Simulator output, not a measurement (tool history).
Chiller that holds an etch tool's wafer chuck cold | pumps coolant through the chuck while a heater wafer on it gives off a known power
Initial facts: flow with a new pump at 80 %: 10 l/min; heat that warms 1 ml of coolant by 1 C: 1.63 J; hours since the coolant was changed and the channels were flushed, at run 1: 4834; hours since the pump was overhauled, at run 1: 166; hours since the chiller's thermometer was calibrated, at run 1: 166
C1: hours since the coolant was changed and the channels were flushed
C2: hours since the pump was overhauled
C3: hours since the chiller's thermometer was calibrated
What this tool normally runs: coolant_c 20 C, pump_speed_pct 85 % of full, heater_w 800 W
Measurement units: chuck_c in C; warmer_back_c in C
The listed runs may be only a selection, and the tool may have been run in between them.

Run 1, day 0.000: usual settings; C1 4834; C2 166; C3 166. Result: chuck_c 25.4 C, warmer_back_c 2.77 C.
Run 2, day 5.896: usual settings; C1 4975; C2 307; C3 307. Result: chuck_c 25.5 C, warmer_back_c 2.77 C.
Run 3, day 13.708: usual settings but coolant_c 22 C; C1 5163; C2 495; C3 495. Result: chuck_c 27.4 C, warmer_back_c 2.79 C.
Run 4, day 17.671: usual settings but coolant_c 22 C; C1 5258; C2 590; C3 590. Result: chuck_c 27.6 C, warmer_back_c 2.75 C.
At day 19.654: coolant changed, channels flushed.
Run 5, day 24.300: usual settings but coolant_c 22 C; C1 112; C2 743; C3 743. Result: chuck_c 27.5 C, warmer_back_c 2.76 C.
Run 6, day 28.625: usual settings but coolant_c 22 C; C1 215; C2 847; C3 847. Result: chuck_c 27.4 C, warmer_back_c 2.80 C.
Run 7, day 35.654: usual settings but coolant_c 11 C, pump_speed_pct 77 % of full; C1 384; C2 1016; C3 1016. Result: chuck_c 16.9 C, warmer_back_c 3.07 C.
Run 8, day 44.146: usual settings but coolant_c 11 C, pump_speed_pct 88 % of full, heater_w 1087 W; C1 588; C2 1219; C3 1219. Result: chuck_c 18.1 C, warmer_back_c 3.67 C.
Run 9, day 50.050: usual settings but heater_w 441 W; C1 730; C2 1361; C3 1361. Result: chuck_c 23.2 C, warmer_back_c 1.51 C.
Run 10, day 57.592: usual settings but coolant_c 15 C, heater_w 1016 W; C1 911; C2 1542; C3 1542. Result: chuck_c 22.0 C, warmer_back_c 3.54 C.
Run 11, day 62.721: usual settings but coolant_c 16 C, pump_speed_pct 84 % of full, heater_w 583 W; C1 1034; C2 1665; C3 1665. Result: chuck_c 19.9 C, warmer_back_c 2.06 C.
Run 12, day 70.225: usual settings but coolant_c 12 C, pump_speed_pct 84 % of full, heater_w 512 W; C1 1214; C2 1845; C3 1845. Result: chuck_c 15.6 C, warmer_back_c 1.84 C.

Predict each of these 4 candidate next runs independently; none follows another, all start after run 12:
Run A, day 74.733: usual settings but coolant_c 12 C, pump_speed_pct 84 % of full, heater_w 554 W; C1 1322; C2 1953; C3 1953. Result: chuck_c ?, warmer_back_c ?.
Run B, day 74.733: usual settings but coolant_c 12 C, pump_speed_pct 62 % of full, heater_w 737 W; C1 1322; C2 1953; C3 1953. Result: chuck_c ?, warmer_back_c ?.
Run C, day 74.733: usual settings but coolant_c 21 C, pump_speed_pct 63 % of full, heater_w 406 W; C1 1322; C2 1953; C3 1953. Result: chuck_c ?, warmer_back_c ?.
Run D, day 74.733: usual settings but heater_w 1194 W; C1 1322; C2 1953; C3 1953. Result: chuck_c ?, warmer_back_c ?.

run  chuck_c  warmer_back_c
  A     15.9           1.96
  B     18.4           3.56
  C     24.6           1.97
  D     28.1           4.12
Take away the tool's hidden state, keep each run's random variation, and the runs would have read:
run  chuck_c  warmer_back_c
  A     15.9           1.96
  B     18.3           3.55
  C     24.5           1.97
  D     28.1           4.11

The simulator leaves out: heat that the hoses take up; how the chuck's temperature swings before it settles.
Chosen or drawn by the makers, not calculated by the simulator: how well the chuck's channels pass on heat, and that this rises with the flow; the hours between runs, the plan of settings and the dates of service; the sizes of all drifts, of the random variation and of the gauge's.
